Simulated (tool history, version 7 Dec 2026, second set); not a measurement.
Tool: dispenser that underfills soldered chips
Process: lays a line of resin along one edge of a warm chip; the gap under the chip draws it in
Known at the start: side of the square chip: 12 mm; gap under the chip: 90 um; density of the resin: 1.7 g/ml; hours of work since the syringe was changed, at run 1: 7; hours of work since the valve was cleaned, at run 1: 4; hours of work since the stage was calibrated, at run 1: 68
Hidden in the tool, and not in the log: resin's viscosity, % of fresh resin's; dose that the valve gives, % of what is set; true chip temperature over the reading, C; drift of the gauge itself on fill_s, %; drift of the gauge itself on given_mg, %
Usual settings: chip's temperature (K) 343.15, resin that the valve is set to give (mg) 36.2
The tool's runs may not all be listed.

| run | hour | chip's temperature (K) | resin that the valve is set to give (mg) | hours of work since the syringe was changed | hours of work since the valve was cleaned | hours of work since the stage was calibrated | time until the resin shows at the far edge (s) | resin that the valve gave (mg) |
|---|---|---|---|---|---|---|---|---|
| 1 | 0 | 343.15 | 36.2 | 7 | 4 | 68 | 214.6 | 36.27 |
|  | 7.1 | new syringe of resin |
| 2 | 12 | 343.15 | 36.6 | 3 | 12 | 75 | 155.3 | 36.4 |
|  | 24.3 | new syringe of resin |
| 3 | 25.4 | 343.15 | 36.6 | 1 | 20 | 84 | 128.3 | 36.29 |
| 4 | 34.4 | 343.15 | 36.6 | 7 | 26 | 90 | 212.7 | 36.21 |
|  | 42.3 | new syringe of resin |
| 5 | 43.1 | 351.15 | 36.2 | 1 | 32 | 96 | 100.2 | 35.68 |
| 6 | 51 | 333.15 | 36.2 | 6 | 37 | 101 | 265.4 | 35.74 |
| 7 | 57.8 | 333.15 | 36.2 | 10 | 42 | 105 | 403.5 | 35.65 |
|  | 59.2 | new syringe of resin |
| 8 | 69.8 | 341.15 | 36.2 | 7 | 50 | 113 | 236.2 | 35.71 |
|  | 76.7 | new syringe of resin |
| 9 | 76.7 | 343.15 | 36.2 | 0 | 54 | 118 | 121.7 | 35.32 |
| 10 | 92.5 | 355.15 | 36.2 | 11 | 64 | 128 | 213.8 | 35.36 |
|  | 94 | new syringe of resin |
| 11 | 101.4 | 355.15 | 36.2 | 5 | 70 | 134 | 130.1 | 35.32 |
| 12 | 109.3 | 341.15 | 36.2 | 10 | 75 | 139 | 305 | 35.12 |
|  | 111.1 | new syringe of resin |
| 13 | 124.2 | 343.15 | 36.2 | 9 | 85 | 149 | 253.5 | 35.04 |
|  | 128 | new syringe of resin |
| 14 | 139 | 332.15 | 44.5 | 7 | 95 | 158 | 317.8 | 42.93 |
|  | 144.9 | new syringe of resin |
| 15 | 149.2 | 343.15 | 46.3 | 3 | 101 | 165 | 153.4 | 44.58 |
|  | 162 | new syringe of resin |
|  | 163 | dispensing valve cleaned and set on the balance |
| 16 | 163 | 343.15 | 46.3 | 0 | 0 | 173 | 119 | 46.41 |
| 17 | 176.6 | 357.15 | 36.2 | 9 | 9 | 182 | 174.3 | 36.2 |
|  | 180.5 | new syringe of resin |
| 18 | 186.4 | 352.15 | 36.2 | 4 | 15 | 189 | 124.2 | 36.05 |
|  | 197.7 | new syringe of resin |
| 19 | 202.4 | 352.15 | 36.2 | 3 | 26 | 199 | 120.6 | 35.79 |
| 20 | 212.6 | 352.15 | 36.2 | 10 | 33 | 206 | 211.5 | 35.97 |
|  | 215.2 | new syringe of resin |
| 21 | 223.4 | 352.15 | 36.2 | 5 | 39 | 213 | 143.8 | 35.82 |
|  | 232 | new syringe of resin |
| 22 | 233.8 | 332.15 | 35 | 1 | 46 | 219 | 181.9 | 34.68 |
| 23 | 240.4 | 350.15 | 38.2 | 6 | 51 | 224 | 156.1 | 37.53 |
|  | 249.2 | new syringe of resin |
| 24 | 253.8 | 350.15 | 38.2 | 3 | 59 | 233 | 123.7 | 37.4 |
| 25 | 262.7 | 350.15 | 38.2 | 9 | 65 | 238 | 208.6 | 37.44 |
|  | 266.4 | new syringe of resin |
| 26 | 271.5 | 352.15 | 39.5 | 3 | 71 | 244 | 120.4 | 38.84 |

Forecast each of these 5 alternatives for the next run:
|  | 283.3 | new syringe of resin |
| A | 283.3 | 347.15 | 33.7 | 0 | 79 | 252 | ? | ? |
|  | 283.3 | new syringe of resin |
| B | 283.3 | 342.15 | 36.2 | 0 | 79 | 252 | ? | ? |
|  | 283.3 | new syringe of resin |
| C | 283.3 | 333.15 | 33 | 0 | 79 | 252 | ? | ? |
|  | 283.3 | new syringe of resin |
| D | 283.3 | 355.15 | 39.5 | 0 | 79 | 252 | ? | ? |
|  | 283.3 | new syringe of resin |
| E | 283.3 | 352.15 | 46 | 0 | 79 | 252 | ? | ? |

| run | time until the resin shows at the far edge (s) | resin that the valve gave (mg) |
|---|---|---|
| A | 105.3 | 32.98 |
| B | 121.6 | 35.22 |
| C | 160.1 | 32.28 |
| D | 82.5 | 38.5 |
| E | 87.4 | 44.94 |
Without the tool's hidden state the same runs would have given:
| run | time until the resin shows at the far edge (s) | resin that the valve gave (mg) |
|---|---|---|
| A | 108.4 | 33.81 |
| B | 125.4 | 36.11 |
| C | 165.1 | 33.09 |
| D | 85.1 | 39.47 |
| E | 90.2 | 46.07 |

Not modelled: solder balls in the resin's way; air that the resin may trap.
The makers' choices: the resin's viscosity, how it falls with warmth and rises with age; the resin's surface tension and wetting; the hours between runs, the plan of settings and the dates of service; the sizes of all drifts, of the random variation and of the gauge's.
